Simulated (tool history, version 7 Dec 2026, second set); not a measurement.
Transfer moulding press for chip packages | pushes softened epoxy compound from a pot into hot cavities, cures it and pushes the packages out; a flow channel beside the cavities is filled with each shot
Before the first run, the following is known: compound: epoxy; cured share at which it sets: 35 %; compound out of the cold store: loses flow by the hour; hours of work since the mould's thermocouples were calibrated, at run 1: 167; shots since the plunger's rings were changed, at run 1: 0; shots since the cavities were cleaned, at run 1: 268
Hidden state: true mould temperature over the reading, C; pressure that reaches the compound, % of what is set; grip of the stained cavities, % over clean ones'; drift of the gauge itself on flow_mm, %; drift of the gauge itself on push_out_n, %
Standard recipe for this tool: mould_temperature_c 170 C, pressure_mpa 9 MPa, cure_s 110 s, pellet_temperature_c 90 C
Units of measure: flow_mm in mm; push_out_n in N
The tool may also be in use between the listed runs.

run,hour,mould_temperature_c,pressure_mpa,cure_s,pellet_temperature_c,hours of work since the mould's thermocouples were calibrated,shots since the plunger's rings were changed,shots since the cavities were cleaned,incoming compound's hours out of the cold store,flow_mm,push_out_n
1,0,170,9,110,90,167,0,268,32.5,538.8,381
# hour 17.6: cavities cleaned with cleaning compound and waxed
2,27.1,170,9,110,90,183,269,100,41.8,513.7,347
3,52.7,170,9,110,90,198,537,368,42.8,509,409
# hour 58.8: cavities cleaned with cleaning compound and waxed
4,81.8,170,9,110,90,215,827,241,16.9,584,385
# hour 102: cavities cleaned with cleaning compound and waxed
5,111.5,170,9,110,90,232,1124,100,9.8,607.2,344
6,125.7,167,9,110,90,240,1273,249,10.4,610.9,446
# hour 144: cavities cleaned with cleaning compound and waxed
7,158.4,170,9,110,90,259,1600,151,19.2,575.1,358
# hour 185.5: cavities cleaned with cleaning compound and waxed
8,189,170,9,110,90,277,1906,38,37.6,520.5,329
9,220.8,170,9,110,90,296,2239,371,38.3,515.4,409
# hour 227.7: cavities cleaned with cleaning compound and waxed
10,250.8,170,9,110,90,314,2539,243,24.3,555.9,387
# hour 269.4: cavities cleaned with cleaning compound and waxed
11,270.9,170,9,110,90,325,2733,15,39.4,510.7,334
12,295.3,170,9,110,90,340,2989,271,16.8,576.3,405
# hour 312.2: cavities cleaned with cleaning compound and waxed
13,328,170,9,110,90,359,3317,166,20.2,565.1,370
14,345.8,170,9,110,90,369,3505,354,44.1,495.9,400
# hour 353.9: cavities cleaned with cleaning compound and waxed
15,375.3,170,9,110,90,386,3798,225,9.3,598.6,393
# hour 396: cavities cleaned with cleaning compound and waxed
16,407.3,170,9,103,89,405,4118,118,30.7,531,378
17,424,170,7.41,110,90,415,4293,293,43.8,448.1,382
# hour 431.5: plunger's sealing rings changed
# hour 442.2: cavities cleaned with cleaning compound and waxed
18,457.3,176,10.53,100,90,433,255,158,19.6,608.1,342
19,473.1,170,8.75,110,88,442,421,324,15.5,579.6,415
# hour 484.5: cavities cleaned with cleaning compound and waxed
20,496,170,8.75,110,88,455,646,121,47.3,490.1,345
21,517,164,8.1,131,91,468,866,341,19.5,558.7,435
# hour 526.6: cavities cleaned with cleaning compound and waxed
22,545.7,166,10.4,124,94,484,1152,201,38,567.8,382
23,562.1,166,10.4,124,94,494,1324,373,36.9,571.5,416
# hour 568.1: cavities cleaned with cleaning compound and waxed
24,585,170,9,126,90,507,1548,177,14.5,586.4,340
# hour 610.2: cavities cleaned with cleaning compound and waxed
25,610.3,170,8.35,126,90,522,1798,0,22.8,538.4,294
26,629.7,170,10.76,110,98,533,2002,204,8.2,661.9,374
# hour 652.6: cavities cleaned with cleaning compound and waxed
27,655,166,10.76,138,81,548,2252,25,20.2,630.9,333
28,669,170,9,94,90,556,2399,172,31.8,531.9,442

Alternative continuations, all from the tool just after run 28; predict every row:
# hour 695.9: cavities cleaned with cleaning compound and waxed
A,696,170,9.15,105,92,572,2667,1,45.7,?,?
# hour 695.9: cavities cleaned with cleaning compound and waxed
B,696,174,9,110,90,572,2667,1,39.2,?,?
# hour 695.9: cavities cleaned with cleaning compound and waxed
C,696,178,9,94,90,572,2667,1,14.2,?,?

run,flow_mm,push_out_n
A,498.3,329
B,501.1,297
C,566.2,312
Without the tool's unlogged condition, the same runs would have read:
run,flow_mm,push_out_n
A,508.5,325
B,511.3,291
C,577.7,306
